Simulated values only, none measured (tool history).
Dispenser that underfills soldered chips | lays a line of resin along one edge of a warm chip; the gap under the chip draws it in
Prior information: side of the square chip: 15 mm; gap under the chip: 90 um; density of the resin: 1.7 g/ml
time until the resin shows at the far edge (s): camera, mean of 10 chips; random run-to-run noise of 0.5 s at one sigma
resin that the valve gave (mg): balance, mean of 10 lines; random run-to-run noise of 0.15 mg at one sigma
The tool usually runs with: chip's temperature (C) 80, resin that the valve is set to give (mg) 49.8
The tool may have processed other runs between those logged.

run   hour  chip's temperature (C)  resin that the valve is set to give (mg)  time until the resin shows at the far edge (s)  resin that the valve gave (mg)
  1    0.0                      80                                      49.8                                            60.6                           49.35
       4.4  -- new syringe of resin
  2    7.6                      80                                      49.8                                            49.0                           49.05
      14.1  -- new syringe of resin
  3   21.3                      80                                      49.8                                            61.7                           48.65
      24.3  -- new syringe of resin
  4   31.9                      80                                      62.4                                            60.5                           60.41
      34.6  -- new syringe of resin
      44.7  -- new syringe of resin
  5   48.9                      84                                      49.8                                            47.3                           48.04
      54.3  -- new syringe of resin
      56.4  -- dispensing valve cleaned and set on the balance
  6   62.2                      89                                      49.8                                            46.5                           49.55
      66.3  -- new syringe of resin
      76.8  -- new syringe of resin
  7   80.1                      80                                      49.8                                            46.7                           49.19
      86.6  -- new syringe of resin
  8   95.1                      80                                      49.8                                            64.3                           48.15
      96.2  -- new syringe of resin
     106.7  -- new syringe of resin
  9  113.1                      80                                      49.8                                            57.6                           47.85
     116.9  -- new syringe of resin
     127.6  -- new syringe of resin
     128.6  -- dispensing valve cleaned and set on the balance
 10  130.1                      80                                      49.8                                            43.4                           49.69
 11  137.3                      80                                      48.2                                            67.0                           47.75
     138.8  -- new syringe of resin
     148.8  -- new syringe of resin
 12  153.8                      80                                      49.8                                            52.5                           49.19
     158.8  -- new syringe of resin
 13  167.6                      80                                      49.8                                            67.4                           48.65
     169.1  -- new syringe of resin
     179.3  -- new syringe of resin
 14  183.9                      73                                      58.7                                            63.1                           56.79
     190.0  -- new syringe of resin
     199.7  -- new syringe of resin
     200.7  -- dispensing valve cleaned and set on the balance
 15  200.8                      82                                      51.8                                            36.9                           51.87
     210.2  -- new syringe of resin
 16  212.5                      82                                      46.7                                            42.5                           46.43
     220.0  -- new syringe of resin
 17  227.2                      77                                      59.2                                            64.0                           58.24
     229.8  -- new syringe of resin
     239.7  -- new syringe of resin
 18  241.3                      77                                      58.3                                            45.1                           56.66
     249.8  -- new syringe of resin
 19  257.9                      77                                      58.3                                            69.8                           56.11
     259.7  -- new syringe of resin
     270.4  -- new syringe of resin
 20  270.9                      77                                      58.3                                            41.7                           55.58
     273.0  -- dispensing valve cleaned and set on the balance
     281.2  -- new syringe of resin
 21  281.6                      67                                      49.4                                            59.0                           49.24
     290.7  -- new syringe of resin
 22  297.6                      82                                      63.7                                            52.8                           62.83

Run 23 comes next. What will it give?
     300.4  -- new syringe of resin
 23  305.3                      75                                      49.4                                               ?                               ?

time until the resin shows at the far edge (s): 61.5
resin that the valve gave (mg): 48.46
The same run, on a tool lacking any hidden state, would have yielded time until the resin shows at the far edge (s) 47.8, resin that the valve gave (mg) 49.31.

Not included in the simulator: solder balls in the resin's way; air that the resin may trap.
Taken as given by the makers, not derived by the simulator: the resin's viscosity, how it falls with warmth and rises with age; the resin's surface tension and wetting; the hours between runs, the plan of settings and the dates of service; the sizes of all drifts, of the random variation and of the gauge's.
